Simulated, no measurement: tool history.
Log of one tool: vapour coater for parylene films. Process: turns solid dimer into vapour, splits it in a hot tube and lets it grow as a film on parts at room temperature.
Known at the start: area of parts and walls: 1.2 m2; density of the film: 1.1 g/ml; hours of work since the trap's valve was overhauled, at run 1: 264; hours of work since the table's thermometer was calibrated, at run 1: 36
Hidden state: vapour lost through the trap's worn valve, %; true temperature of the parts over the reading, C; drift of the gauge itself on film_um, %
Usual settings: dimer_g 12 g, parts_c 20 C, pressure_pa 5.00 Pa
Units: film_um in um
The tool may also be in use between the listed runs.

run   hour  dimer_g  parts_c  pressure_pa  hours of work since the trap's valve was overhauled  hours of work since the table's thermometer was calibrated  film_um
  1    0.0       12       20         5.00                                                  264                                                          36     6.08
  2   38.2       12       20         5.00                                                  298                                                          70     6.08
  3   67.7       12       20         5.00                                                  325                                                          97     6.13
  4   96.3       12       20         5.00                                                  350                                                         122     5.94
  5  129.7       12       20         5.00                                                  380                                                         152     6.04
  6  167.6       12       20         5.00                                                  413                                                         185     5.91
  7  196.4       12       14         5.00                                                  439                                                         211     6.60
     247.5  -- trap's valve overhauled
  8  247.5       12       20         5.00                                                    0                                                         253     6.46
  9  307.6        7       24         5.00                                                   54                                                         307     3.49
 10  338.2        6       26         7.87                                                   81                                                         334     2.72
 11  389.1       12       19         7.32                                                  126                                                         379     6.12
 12  445.8       12       17         5.40                                                  177                                                         430     6.49
 13  471.5       12       19         6.10                                                  199                                                         453     6.17
 14  530.4       12       19         6.10                                                  252                                                         505     6.06
 15  585.2        7       30         2.05                                                  301                                                         554     3.18

4 ways to go on from here, each from the tool as it stands after run 15. What would each give?
  A  617.7        6       16         7.02                                                  330                                                         583        ?
  B  617.7       16       30         2.05                                                  330                                                         583        ?
  C  617.7        7       16         7.06                                                  330                                                         583        ?
  D  617.7       12       19         5.00                                                  330                                                         583        ?

run  film_um
  A     3.11
  B     7.23
  C     3.58
  D     6.12
Without the tool's hidden state the same runs would have given:
run  film_um
  A     3.41
  B     7.93
  C     3.92
  D     6.71
